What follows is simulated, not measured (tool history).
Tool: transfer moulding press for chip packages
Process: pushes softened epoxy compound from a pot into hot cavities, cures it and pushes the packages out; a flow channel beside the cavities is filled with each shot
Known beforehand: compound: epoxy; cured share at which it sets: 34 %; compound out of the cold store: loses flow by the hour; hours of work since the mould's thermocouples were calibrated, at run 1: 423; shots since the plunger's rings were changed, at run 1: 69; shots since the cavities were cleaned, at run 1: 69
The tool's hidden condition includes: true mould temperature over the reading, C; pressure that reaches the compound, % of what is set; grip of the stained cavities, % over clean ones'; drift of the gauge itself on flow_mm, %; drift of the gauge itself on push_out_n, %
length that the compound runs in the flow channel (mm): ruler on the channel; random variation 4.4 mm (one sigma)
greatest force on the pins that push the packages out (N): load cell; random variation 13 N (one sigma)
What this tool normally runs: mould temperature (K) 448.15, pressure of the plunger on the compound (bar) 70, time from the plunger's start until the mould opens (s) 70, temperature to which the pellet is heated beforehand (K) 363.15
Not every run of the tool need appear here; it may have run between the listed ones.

run,day,mould temperature (K),pressure of the plunger on the compound (bar),time from the plunger's start until the mould opens (s),temperature to which the pellet is heated beforehand (K),hours of work since the mould's thermocouples were calibrated,shots since the plunger's rings were changed,shots since the cavities were cleaned,incoming compound's hours out of the cold store,length that the compound runs in the flow channel (mm),greatest force on the pins that push the packages out (N)
1,0,448.15,70,70,363.15,423,69,69,10.2,874,722
2,0.65,448.15,70,70,363.15,430,223,223,14.2,857,869
3,1.438,448.15,70,60,363.15,438,409,409,37.1,778,1300
# day 2.004: cavities cleaned with cleaning compound and waxed
4,2.338,448.15,70,70,363.15,447,608,79,43.2,750,678
5,2.958,448.15,70,70,363.15,454,755,226,21.7,819,829
6,4.15,448.15,70,105,363.15,466,1038,509,40.5,754,634
# day 4.338: cavities cleaned with cleaning compound and waxed
7,4.8,448.15,70,105,363.15,472,1177,109,30.2,786,482
8,6.125,448.15,70,70,366.15,486,1491,423,33.2,769,914
# day 6.646: cavities cleaned with cleaning compound and waxed
9,7.546,446.15,70,70,363.15,500,1813,213,47.5,721,873
10,8.767,446.15,70,70,363.15,513,2103,503,28.8,779,1139
# day 8.954: cavities cleaned with cleaning compound and waxed
11,9.746,446.15,70,70,363.15,523,2319,187,40.9,739,908
12,10.492,448.15,70,70,363.15,531,2497,365,11.7,825,965
# day 11.333: plunger's sealing rings changed
# day 11.396: cavities cleaned with cleaning compound and waxed
13,11.679,448.15,70,70,363.15,542,67,67,14.8,856,719
14,12.517,448.15,70,70,363.15,550,266,266,26.3,804,825
# day 13.771: cavities cleaned with cleaning compound and waxed
15,13.921,448.15,73,70,363.15,564,584,36,29.8,810,686
16,14.95,444.15,73,70,363.15,575,828,280,21.3,845,1208
17,15.954,444.15,73,70,363.15,586,1066,518,35.9,789,1315
# day 16.142: cavities cleaned with cleaning compound and waxed
18,17.288,454.15,57.8,86,362.15,599,1367,272,45.7,663,546
19,18.267,446.15,70,92,371.15,609,1599,504,29.6,776,682
# day 18.475: cavities cleaned with cleaning compound and waxed
20,19.188,456.15,70,92,371.15,618,1802,169,30.8,750,484
21,19.808,453.15,61,92,364.15,625,1949,316,25.9,721,548
22,20.617,445.15,60.9,70,363.15,633,2141,508,31.6,721,1222
# day 20.804: cavities cleaned with cleaning compound and waxed
23,21.633,444.15,70,107,368.15,644,2367,196,21.5,811,527
# day 23.088: plunger's sealing rings changed
24,23.088,444.15,70,107,365.15,658,0,517,38.3,787,675
# day 23.221: cavities cleaned with cleaning compound and waxed
25,24.525,445.15,70,85,363.15,672,326,310,21.1,834,732
26,25.279,448.15,73.1,106,355.15,680,504,488,38.5,784,611
# day 25.546: cavities cleaned with cleaning compound and waxed
27,26.354,448.15,60,65,371.15,691,743,191,18.6,773,964

Predict each of these 3 candidate next runs independently; none follows another, all start after run 27:
A,27.738,452.15,64.9,65,371.15,705,1072,520,15.5,?,?
B,27.738,448.15,60,56,371.15,705,1072,520,45.6,?,?
C,27.738,448.15,70,70,360.15,705,1072,520,8.9,?,?

run,length that the compound runs in the flow channel (mm),greatest force on the pins that push the packages out (N)
A,798,926
B,690,1479
C,861,1091
What these runs would have given with no unlogged condition in the tool:
run,length that the compound runs in the flow channel (mm),greatest force on the pins that push the packages out (N)
A,812,571
B,702,905
C,877,668
